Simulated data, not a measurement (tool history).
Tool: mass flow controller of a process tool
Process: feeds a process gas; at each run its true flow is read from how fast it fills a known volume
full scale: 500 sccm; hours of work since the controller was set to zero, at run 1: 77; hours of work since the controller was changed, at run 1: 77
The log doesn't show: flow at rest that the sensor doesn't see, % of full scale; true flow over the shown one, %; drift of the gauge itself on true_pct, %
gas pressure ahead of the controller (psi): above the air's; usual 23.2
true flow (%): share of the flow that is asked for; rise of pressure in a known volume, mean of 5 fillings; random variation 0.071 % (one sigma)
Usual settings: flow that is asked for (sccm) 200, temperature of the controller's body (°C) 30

run,hour,flow that is asked for (sccm),gas pressure ahead of the controller (psi),temperature of the controller's body (°C),hours of work since the controller was set to zero,hours of work since the controller was changed,true flow (%)
1,0,200,23.2,30,77,77,100.46
2,220.6,200,23.2,30,153,153,100.3
3,394.1,200,23.2,30,213,213,100.36
4,693.1,200,23.2,30,316,316,100.44
5,927.9,200,23.2,30,397,397,100.39
6,1064.7,200,23.2,30,444,444,100.31
7,1277,200,23.2,30,517,517,100.32
8,1459.3,200,23.2,30,580,580,100.25
9,1711.9,200,23.2,30,667,667,100.32
10,1928.3,200,23.2,30,742,742,100.13
11,2222.9,200,23.2,30,843,843,100.16
12,2515.5,200,24.5,30,944,944,100
13,2709.7,200,24.5,30,1011,1011,99.9
14,2833.6,200,24.5,30,1053,1053,100
15,3081.9,200,23.2,30,1139,1139,100.02
16,3323.3,62,26.3,30,1222,1222,99.18
17,3527.1,58,24.7,27,1292,1292,98.94
18,3753.1,200,23.2,40,1370,1370,100.26
19,3888,111,30.6,25,1417,1417,99.06
# hour 3908.5: controller's zero set anew
20,4131.5,394,23.6,25,77,1500,99.97
21,4354.5,394,20.9,27,154,1577,100.14
22,4517.2,63,26.5,30,210,1633,98.57
23,4810.3,490,35.5,30,311,1734,99.52
24,5071.5,392,35.5,30,401,1824,99.38
25,5261.4,392,35.5,30,466,1890,99.38
# hour 5304.4: controller's zero set anew, once more
26,5461.4,363,20.5,30,54,1958,100.23
27,5752.8,256,39.2,23,154,2059,98.81
28,5945.7,256,39.2,23,221,2125,98.75
29,6081.4,100,29.7,21,268,2172,98.93
30,6366.2,100,29.7,21,366,2270,98.91

Some steps in true flow (%) between neighbouring runs. How much of each would the tool show without its hidden state too (settings, what came in, random variation), and how much is left for the hidden state, with any gauge scatter that isn't in both results?
Run 17 -> 18: flow that is asked for (sccm) 58 -> 200, gas pressure ahead of the controller (psi) 24.7 -> 23.2, temperature of the controller's body (°C) 27 -> 40. true flow (%) +1.32: hidden state +0.57, all else +0.75.
Run 21 -> 22: flow that is asked for (sccm) 394 -> 63, gas pressure ahead of the controller (psi) 20.9 -> 26.5, temperature of the controller's body (°C) 27 -> 30. true flow (%) -1.57: hidden state -1.05, all else -0.52.
Run 22 -> 23: flow that is asked for (sccm) 63 -> 490, gas pressure ahead of the controller (psi) 26.5 -> 35.5. true flow (%) +0.95: hidden state +1.04, all else -0.09.
Run 26 -> 27: flow that is asked for (sccm) 363 -> 256, gas pressure ahead of the controller (psi) 20.5 -> 39.2, temperature of the controller's body (°C) 30 -> 23. true flow (%) -1.42: hidden state -0.05, all else -1.37.
